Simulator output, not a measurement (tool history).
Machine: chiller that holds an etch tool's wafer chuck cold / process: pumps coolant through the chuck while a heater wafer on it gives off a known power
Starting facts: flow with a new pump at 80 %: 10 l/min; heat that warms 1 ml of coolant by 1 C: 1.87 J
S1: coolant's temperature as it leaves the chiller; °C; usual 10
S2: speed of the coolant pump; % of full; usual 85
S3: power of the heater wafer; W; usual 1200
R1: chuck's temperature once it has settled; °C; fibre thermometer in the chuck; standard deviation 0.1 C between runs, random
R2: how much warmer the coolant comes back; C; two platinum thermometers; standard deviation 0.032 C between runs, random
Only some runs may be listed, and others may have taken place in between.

run    hour  S1  S2    S3    R1    R2
  1     0.0  10  85  1200  18.5  3.72
  2   119.4  10  85  1200  18.3  3.69
  3   231.7  10  77  1200  18.9  4.10
  4   348.3  10  77  1200  19.0  4.11
  5   432.7  10  77  1200  19.0  4.17
  6   523.3  10  77  1200  19.1  4.12
  7   601.8  10  85  1200  18.4  3.72
  8   686.1  10  85  1200  18.7  3.79
  9   773.0  10  85  1200  18.8  3.72
 10   890.2  10  85  1200  18.6  3.70
 11  1012.1  10  85  1200  18.6  3.73
 12  1105.4  10  92  1200  18.6  3.46
 13  1199.8  10  92  1200  18.4  3.46
 14  1279.4  10  92  1200  18.5  3.41
 15  1395.4  10  92  1200  18.7  3.45
 16  1447.2  10  92  1200  18.4  3.54
 17  1501.1  10  71  1212  20.2  4.60
 18  1557.4  10  85  1200  19.0  3.82
 19  1627.4  10  83  1200  19.2  3.88
 20  1748.2  10  88  1200  18.8  3.66
 21  1844.6  10  88  1200  18.9  3.68
 22  1907.3  10  88  1200  18.8  3.62
 23  2022.3  18  88  1251  27.3  3.90
 24  2109.2  18  88  1251  27.2  3.76
 25  2171.6   8  68  1407  20.3  5.71
 26  2232.1   8  68  1407  20.5  5.62
 27  2351.1  10  62  1200  21.2  5.37
 28  2445.9  10  62  1200  21.1  5.36
 29  2517.6  10  71   701  16.1  2.76
 30  2604.5   8  81  1200  17.4  4.05
 31  2688.0   8  81  1200  17.5  4.06
 32  2791.7   8  87  1200  17.0  3.80

Put back what was entered between runs (1 entry, withheld): which listed runs does each sit between, and how does the hidden state differ from the listed run before to the listed run after?
From run 27 to run 28: chiller's thermometer calibrated (hour 2440.4)
  heat passed by the chuck's channels, % of clean ones': 82.7 -> 82.5; flow at a given pump speed, % of a new pump's: 94.4 -> 94.3; coolant's true temperature over the reading, C: 0.29 -> 0
  measured result minus the result with no hidden state, R1: +2.0 -> +1.7 °C; R2: +0.30 -> +0.31 C
